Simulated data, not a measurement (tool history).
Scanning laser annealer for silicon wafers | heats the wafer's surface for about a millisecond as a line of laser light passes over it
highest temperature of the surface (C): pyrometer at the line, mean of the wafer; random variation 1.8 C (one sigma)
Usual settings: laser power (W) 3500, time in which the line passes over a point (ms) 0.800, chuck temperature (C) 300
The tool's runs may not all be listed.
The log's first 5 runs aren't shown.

run     day  laser power (W)  time in which the line passes over a point (ms)  chuck temperature (C)  highest temperature of the surface (C)
  6   8.379             3500                                            0.776                    300                                    1050
     10.729  -- window over the wafer cleaned
  7  10.729             3500                                            0.776                    300                                    1046
  8  12.046             3500                                            0.776                    276                                    1024
  9  14.329             3500                                            0.776                    276                                    1025
     14.662  -- optics aligned, line set to its width
 10  16.583             3500                                            0.776                    276                                    1024
 11  17.983             3500                                            0.800                    300                                    1063
 12  19.367             3500                                            0.800                    300                                    1058
 13  21.521             3500                                            0.800                    300                                    1059
 14  23.192             3500                                            0.800                    300                                    1061
 15  25.588             3500                                            0.800                    300                                    1060
 16  27.496             3500                                            0.649                    300                                     975
 17  29.358             3418                                            0.800                    300                                    1044
 18  30.821             3418                                            0.800                    270                                    1011
 19  32.558             3418                                            0.800                    270                                    1012
 20  33.658             3500                                            0.800                    300                                    1063
 21  34.979             3307                                            0.968                    300                                    1097
 22  36.067             3307                                            0.968                    300                                    1096
 23  38.104             3204                                            0.800                    275                                     967
 24  39.250             3204                                            0.854                    275                                     994
     40.404  -- window over the wafer cleaned
 25  41.138             3204                                            0.854                    275                                     991
 26  43.308             3450                                            0.792                    272                                    1014
 27  44.508             3500                                            0.673                    290                                     977
 28  46.508             3500                                            0.561                    265                                     890
 29  48.654             3779                                            0.631                    300                                    1020
 30  49.800             3779                                            0.689                    300                                    1060

The next listed run, before its measurement:
 31  51.062             3522                                            0.569                    300                                       ?

Run 31 gave highest temperature of the surface (C) 931.
Without the tool's hidden state the same run would have given highest temperature of the surface (C) 932.

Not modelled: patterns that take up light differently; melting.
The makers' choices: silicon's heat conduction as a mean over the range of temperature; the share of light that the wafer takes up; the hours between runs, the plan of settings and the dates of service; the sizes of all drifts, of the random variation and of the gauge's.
